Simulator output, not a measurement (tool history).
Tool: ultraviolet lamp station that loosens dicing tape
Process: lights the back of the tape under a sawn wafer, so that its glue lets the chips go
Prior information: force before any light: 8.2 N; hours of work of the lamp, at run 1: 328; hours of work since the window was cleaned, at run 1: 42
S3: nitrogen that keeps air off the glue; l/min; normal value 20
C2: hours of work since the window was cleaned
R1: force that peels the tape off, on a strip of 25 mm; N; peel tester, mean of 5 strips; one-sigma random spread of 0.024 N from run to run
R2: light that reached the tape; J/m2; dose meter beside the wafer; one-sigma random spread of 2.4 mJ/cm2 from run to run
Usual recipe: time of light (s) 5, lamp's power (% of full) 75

run 1 hour=0.0 | time_of_light_(s)=5 lamp's_power_(%_of_full)=75 S3=20 | hours_of_work_of_the_lamp=328 C2=42 | R1=1.480 R2=2310
run 2 hour=31.0 | time_of_light_(s)=7 lamp's_power_(%_of_full)=75 S3=20 | hours_of_work_of_the_lamp=351 C2=65 | R1=0.850 R2=3130
run 3 hour=62.8 | time_of_light_(s)=7 lamp's_power_(%_of_full)=75 S3=20 | hours_of_work_of_the_lamp=375 C2=90 | R1=0.861 R2=3180
run 4 hour=83.6 | time_of_light_(s)=7 lamp's_power_(%_of_full)=75 S3=20 | hours_of_work_of_the_lamp=391 C2=105 | R1=0.869 R2=3130
run 5 hour=108.0 | time_of_light_(s)=7 lamp's_power_(%_of_full)=75 S3=20 | hours_of_work_of_the_lamp=410 C2=124 | R1=0.868 R2=3090
run 6 hour=127.4 | time_of_light_(s)=7 lamp's_power_(%_of_full)=75 S3=20 | hours_of_work_of_the_lamp=424 C2=139 | R1=0.944 R2=3090
run 7 hour=152.7 | time_of_light_(s)=7 lamp's_power_(%_of_full)=75 S3=20 | hours_of_work_of_the_lamp=444 C2=158 | R1=0.914 R2=3050
run 8 hour=167.3 | time_of_light_(s)=7 lamp's_power_(%_of_full)=75 S3=20 | hours_of_work_of_the_lamp=455 C2=169 | R1=0.909 R2=3010
run 9 hour=195.5 | time_of_light_(s)=10 lamp's_power_(%_of_full)=61 S3=36 | hours_of_work_of_the_lamp=476 C2=190 | R1=0.494 R2=3490
run 10 hour=219.0 | time_of_light_(s)=10 lamp's_power_(%_of_full)=61 S3=36 | hours_of_work_of_the_lamp=494 C2=208 | R1=0.532 R2=3480
run 11 hour=250.4 | time_of_light_(s)=10 lamp's_power_(%_of_full)=61 S3=36 | hours_of_work_of_the_lamp=518 C2=232 | R1=0.502 R2=3440
run 12 hour=278.4 | time_of_light_(s)=10 lamp's_power_(%_of_full)=63 S3=29 | hours_of_work_of_the_lamp=539 C2=253 | R1=0.565 R2=3500
run 13 hour=296.2 | time_of_light_(s)=5 lamp's_power_(%_of_full)=75 S3=39 | hours_of_work_of_the_lamp=552 C2=267 | R1=1.276 R2=2070

3 options for the next run, each taken on its own from the tool as it stands now. Forecast them:
run A hour=315.5 | time_of_light_(s)=5 lamp's_power_(%_of_full)=93 S3=11 | hours_of_work_of_the_lamp=567 C2=281 | R1=? R2=?
run B hour=315.5 | time_of_light_(s)=4 lamp's_power_(%_of_full)=75 S3=20 | hours_of_work_of_the_lamp=567 C2=281 | R1=? R2=?
run C hour=315.5 | time_of_light_(s)=3 lamp's_power_(%_of_full)=75 S3=19 | hours_of_work_of_the_lamp=567 C2=281 | R1=? R2=?

run=A R1=1.852 R2=2490
run=B R1=2.357 R2=1640
run=C R1=3.269 R2=1220
With no hidden state in the tool, these same runs would have given:
run=A R1=1.234 R2=3230
run=B R1=1.670 R2=2120
run=C R1=2.514 R2=1580
